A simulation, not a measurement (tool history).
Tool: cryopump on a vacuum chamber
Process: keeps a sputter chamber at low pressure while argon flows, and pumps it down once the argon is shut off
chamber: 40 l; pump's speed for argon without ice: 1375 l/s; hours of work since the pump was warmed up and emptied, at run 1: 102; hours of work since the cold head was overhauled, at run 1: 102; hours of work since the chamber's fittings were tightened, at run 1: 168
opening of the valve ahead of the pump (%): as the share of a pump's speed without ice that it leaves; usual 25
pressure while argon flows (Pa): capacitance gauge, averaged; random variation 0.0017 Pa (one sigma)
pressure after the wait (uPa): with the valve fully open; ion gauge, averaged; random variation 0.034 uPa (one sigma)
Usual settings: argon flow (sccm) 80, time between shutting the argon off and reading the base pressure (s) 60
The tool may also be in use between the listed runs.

run     day  argon flow (sccm)  time between shutting the argon off and reading the base pressure (s)  opening of the valve ahead of the pump (%)  hours of work since the pump was warmed up and emptied  hours of work since the cold head was overhauled  hours of work since the chamber's fittings were tightened  pressure while argon flows (Pa)  pressure after the wait (uPa)
  1       0                 80                                                                     60                                          25                                                     102                                               102                                                        168                           0.3982                           2.05
  2   0.783                 80                                                                     60                                          25                                                     116                                               116                                                        182                           0.3996                           2.15
  3   2.021                 80                                                                     60                                          25                                                     138                                               138                                                        205                           0.4011                           2.22
  4   2.696                 49                                                                     60                                          25                                                     151                                               151                                                        217                           0.2446                           2.21
  5    3.35                 60                                                                     60                                          25                                                     162                                               162                                                        229                           0.3012                           2.26
  6   4.396                 44                                                                     60                                          25                                                     181                                               181                                                        248                           0.2209                           2.29
  7   5.008                 44                                                                     60                                          25                                                     192                                               192                                                        259                           0.2214                           2.26
  8   6.383                 80                                                                     60                                          25                                                     217                                               217                                                        283                           0.4023                           2.26
  9   7.525                 80                                                                     60                                          25                                                     238                                               238                                                        304                           0.4028                           2.32
 10   8.342                 80                                                                     60                                          25                                                     252                                               252                                                        319                           0.4069                           2.41
 11   9.017                 80                                                                     60                                          25                                                     264                                               264                                                        331                           0.4065                           2.42
 12   9.854                 44                                                                    105                                          56                                                     280                                               280                                                        346                            0.104                           1.74
 13  11.092                 70                                                                     78                                          35                                                     302                                               302                                                        368                           0.2566                           2.13
 14  12.217                 59                                                                    147                                          35                                                     322                                               322                                                        388                           0.2196                           1.59
 15  12.792                 89                                                                     95                                          29                                                     332                                               332                                                        399                            0.395                           1.98

Forecast run 16:
 16  14.167                 89                                                                     95                                          25                                                     357                                               357                                                        423                                ?                              ?

{"run 16": {"pressure while argon flows (Pa)": 0.4552, "pressure after the wait (uPa)": 2.05}}
Without the tool's hidden state the same run would have given pressure while argon flows (Pa) 0.4361, pressure after the wait (uPa) 1.25.
